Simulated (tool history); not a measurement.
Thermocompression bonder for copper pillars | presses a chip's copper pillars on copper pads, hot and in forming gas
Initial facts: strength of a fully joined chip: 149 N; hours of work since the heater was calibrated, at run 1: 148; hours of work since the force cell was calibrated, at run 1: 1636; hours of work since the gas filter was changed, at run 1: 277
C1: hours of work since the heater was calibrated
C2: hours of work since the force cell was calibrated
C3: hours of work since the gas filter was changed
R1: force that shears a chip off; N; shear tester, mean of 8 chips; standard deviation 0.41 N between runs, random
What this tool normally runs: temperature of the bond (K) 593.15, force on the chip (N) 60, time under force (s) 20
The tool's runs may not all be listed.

run 1 hour=0.0 | temperature_of_the_bond_(K)=593.15 force_on_the_chip_(N)=60 time_under_force_(s)=20 | C1=148 C2=1636 C3=277 | R1=61.0
-- hour=16.7 forming gas filter changed
-- hour=45.6 force cell calibrated
run 2 hour=70.9 | temperature_of_the_bond_(K)=593.15 force_on_the_chip_(N)=60 time_under_force_(s)=20 | C1=192 C2=16 C3=34 | R1=61.1
run 3 hour=150.8 | temperature_of_the_bond_(K)=575.15 force_on_the_chip_(N)=60 time_under_force_(s)=20 | C1=243 C2=67 C3=85 | R1=48.8
run 4 hour=199.5 | temperature_of_the_bond_(K)=593.15 force_on_the_chip_(N)=60 time_under_force_(s)=20 | C1=274 C2=98 C3=116 | R1=60.8
run 5 hour=277.1 | temperature_of_the_bond_(K)=611.15 force_on_the_chip_(N)=60 time_under_force_(s)=20 | C1=324 C2=148 C3=165 | R1=76.0
run 6 hour=321.1 | temperature_of_the_bond_(K)=611.15 force_on_the_chip_(N)=60 time_under_force_(s)=20 | C1=352 C2=176 C3=193 | R1=75.1
run 7 hour=360.3 | temperature_of_the_bond_(K)=611.15 force_on_the_chip_(N)=60 time_under_force_(s)=20 | C1=377 C2=201 C3=219 | R1=74.4
run 8 hour=430.3 | temperature_of_the_bond_(K)=611.15 force_on_the_chip_(N)=60 time_under_force_(s)=20 | C1=421 C2=246 C3=263 | R1=75.6
-- hour=465.8 forming gas filter changed
run 9 hour=471.8 | temperature_of_the_bond_(K)=593.15 force_on_the_chip_(N)=60 time_under_force_(s)=20 | C1=448 C2=272 C3=4 | R1=61.5
run 10 hour=522.6 | temperature_of_the_bond_(K)=593.15 force_on_the_chip_(N)=60 time_under_force_(s)=20 | C1=480 C2=304 C3=36 | R1=61.8
run 11 hour=603.5 | temperature_of_the_bond_(K)=593.15 force_on_the_chip_(N)=70 time_under_force_(s)=13 | C1=532 C2=356 C3=88 | R1=58.4
run 12 hour=682.0 | temperature_of_the_bond_(K)=593.15 force_on_the_chip_(N)=70 time_under_force_(s)=13 | C1=582 C2=406 C3=138 | R1=59.0
run 13 hour=763.4 | temperature_of_the_bond_(K)=593.15 force_on_the_chip_(N)=58 time_under_force_(s)=13 | C1=634 C2=458 C3=190 | R1=50.9
run 14 hour=817.4 | temperature_of_the_bond_(K)=593.15 force_on_the_chip_(N)=58 time_under_force_(s)=13 | C1=668 C2=493 C3=225 | R1=50.8
run 15 hour=902.4 | temperature_of_the_bond_(K)=590.15 force_on_the_chip_(N)=88 time_under_force_(s)=20 | C1=723 C2=547 C3=279 | R1=77.7
-- hour=912.1 forming gas filter changed
run 16 hour=955.6 | temperature_of_the_bond_(K)=586.15 force_on_the_chip_(N)=60 time_under_force_(s)=14 | C1=756 C2=581 C3=28 | R1=48.5
run 17 hour=998.1 | temperature_of_the_bond_(K)=610.15 force_on_the_chip_(N)=60 time_under_force_(s)=28 | C1=784 C2=608 C3=55 | R1=82.4
run 18 hour=1075.9 | temperature_of_the_bond_(K)=618.15 force_on_the_chip_(N)=73 time_under_force_(s)=51 | C1=833 C2=658 C3=105 | R1=115.9
run 19 hour=1128.0 | temperature_of_the_bond_(K)=618.15 force_on_the_chip_(N)=73 time_under_force_(s)=21 | C1=867 C2=691 C3=138 | R1=91.2

5 ways to go on from here, each from the tool as it stands after run 19. What would each give?
run A hour=1193.3 | temperature_of_the_bond_(K)=571.15 force_on_the_chip_(N)=59 time_under_force_(s)=18 | C1=908 C2=733 C3=180 | R1=?
run B hour=1193.3 | temperature_of_the_bond_(K)=577.15 force_on_the_chip_(N)=73 time_under_force_(s)=21 | C1=908 C2=733 C3=180 | R1=?
run C hour=1193.3 | temperature_of_the_bond_(K)=618.15 force_on_the_chip_(N)=81 time_under_force_(s)=19 | C1=908 C2=733 C3=180 | R1=?
run D hour=1193.3 | temperature_of_the_bond_(K)=576.15 force_on_the_chip_(N)=79 time_under_force_(s)=47 | C1=908 C2=733 C3=180 | R1=?
run E hour=1193.3 | temperature_of_the_bond_(K)=593.15 force_on_the_chip_(N)=40 time_under_force_(s)=29 | C1=908 C2=733 C3=180 | R1=?

run=A R1=43.8
run=B R1=58.8
run=C R1=95.0
run=D R1=82.3
run=E R1=52.0
Without the tool's unlogged condition, the same runs would have read:
run=A R1=43.9
run=B R1=58.9
run=C R1=95.1
run=D R1=82.4
run=E R1=52.1
